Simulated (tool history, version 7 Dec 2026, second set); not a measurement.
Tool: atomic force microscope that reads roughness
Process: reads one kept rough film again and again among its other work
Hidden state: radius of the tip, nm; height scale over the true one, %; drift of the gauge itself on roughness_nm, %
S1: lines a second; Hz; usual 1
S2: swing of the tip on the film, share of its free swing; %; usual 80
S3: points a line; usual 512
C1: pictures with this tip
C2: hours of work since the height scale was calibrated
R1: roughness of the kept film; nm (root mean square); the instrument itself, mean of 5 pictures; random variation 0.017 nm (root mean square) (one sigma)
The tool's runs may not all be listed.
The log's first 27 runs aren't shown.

run 28 hour=1315.6 | S1=0.63 S2=56 S3=512 | C1=211 C2=847 | R1=3.418
run 29 hour=1363.6 | S1=0.64 S2=59 S3=613 | C1=257 C2=873 | R1=3.284
-- hour=1420.2 new tip fitted
run 30 hour=1432.9 | S1=0.64 S2=59 S3=613 | C1=12 C2=909 | R1=4.286
run 31 hour=1494 | S1=0.54 S2=61 S3=851 | C1=70 C2=941 | R1=3.987
run 32 hour=1554 | S1=0.57 S2=64 S3=851 | C1=128 C2=973 | R1=3.732
run 33 hour=1596.5 | S1=0.57 S2=64 S3=851 | C1=169 C2=995 | R1=3.576
run 34 hour=1659.8 | S1=1.36 S2=56 S3=485 | C1=229 C2=1029 | R1=3.32
run 35 hour=1727.7 | S1=1.36 S2=56 S3=485 | C1=294 C2=1064 | R1=3.144
-- hour=1742.2 new tip fitted
run 36 hour=1777.5 | S1=2.5 S2=89 S3=365 | C1=33 C2=1090 | R1=3.104
-- hour=1787.6 height scale calibrated on a step standard
run 37 hour=1813.9 | S1=0.82 S2=56 S3=512 | C1=67 C2=14 | R1=4.132
run 38 hour=1865.7 | S1=0.82 S2=56 S3=512 | C1=117 C2=41 | R1=3.885
run 39 hour=1902.4 | S1=0.82 S2=64 S3=294 | C1=152 C2=61 | R1=3.65
run 40 hour=1962.6 | S1=0.64 S2=77 S3=886 | C1=209 C2=92 | R1=3.405
run 41 hour=2004.3 | S1=1.29 S2=68 S3=281 | C1=249 C2=114 | R1=3.223
run 42 hour=2042.6 | S1=1 S2=64 S3=451 | C1=286 C2=135 | R1=3.199
-- hour=2069.7 new tip fitted
run 43 hour=2084.1 | S1=1 S2=64 S3=451 | C1=14 C2=156 | R1=4.275
run 44 hour=2150.3 | S1=1 S2=64 S3=451 | C1=78 C2=191 | R1=3.997
run 45 hour=2216.9 | S1=1 S2=64 S3=451 | C1=141 C2=226 | R1=3.721

3 ways to go on from here, each from the tool as it stands after run 45. What would each give?
run A hour=2262.3 | S1=2.71 S2=80 S3=425 | C1=185 C2=250 | R1=?
run B hour=2262.3 | S1=2.02 S2=80 S3=494 | C1=185 C2=250 | R1=?
run C hour=2262.3 | S1=1.1 S2=81 S3=545 | C1=185 C2=250 | R1=?

run=A R1=2.932
run=B R1=3.111
run=C R1=3.328
Without the tool's hidden state the same runs would have given:
run=A R1=3.61
run=B R1=3.83
run=C R1=4.097
